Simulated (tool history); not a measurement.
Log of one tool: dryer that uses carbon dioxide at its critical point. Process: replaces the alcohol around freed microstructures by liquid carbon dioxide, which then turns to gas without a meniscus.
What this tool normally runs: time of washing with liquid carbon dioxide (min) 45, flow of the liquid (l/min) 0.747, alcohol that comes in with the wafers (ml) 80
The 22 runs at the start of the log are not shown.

run    hour  time of washing with liquid carbon dioxide (min)  flow of the liquid (l/min)  alcohol that comes in with the wafers (ml)  alcohol left in the vessel before it's heated (ppm by volume)
 23   625.7                                                41                       0.747                                          80                                                            155
 24   652.3                                                41                       0.747                                          80                                                            158
 25   670.9                                                41                       0.747                                          80                                                            163
 26   699.4                                                68                       1.009                                          97                                                            125
 27   735.9                                                68                       1.009                                          97                                                            133
 28   759.2                                                68                       1.009                                          97                                                            129
 29   793.7                                                33                       1.067                                          97                                                            146
 30   823.3                                                35                       0.715                                          97                                                            280
 31   856.5                                                64                       0.652                                          61                                                            134
 32   873.8                                                64                       0.652                                          61                                                            144
 33   911.3                                                28                        0.51                                          42                                                            687
 34   928.8                                                45                       0.941                                          21                                                            139
 35   949.4                                                45                       0.536                                          80                                                            292
 36   968.2                                                45                       0.536                                          34                                                            202
 37  1002.7                                                45                       0.536                                          34                                                            213
 38  1023.1                                                45                       0.536                                          34                                                            216
     1026.7  -- inlet filter changed
 39  1046.8                                                45                       0.747                                          34                                                            159

Branching from run 39: 3 alternative next runs. What would each branch give?
  A  1083.5                                                45                       0.747                                          75                                                              ?
  B  1083.5                                                70                       0.747                                          43                                                              ?
  C  1083.5                                                32                       1.136                                          83                                                              ?

run  alcohol left in the vessel before it's heated (ppm by volume)
  A                                                            176
  B                                                            168
  C                                                            169
Without the tool's hidden state the same runs would have given:
run  alcohol left in the vessel before it's heated (ppm by volume)
  A                                                             26
  B                                                             18
  C                                                             19
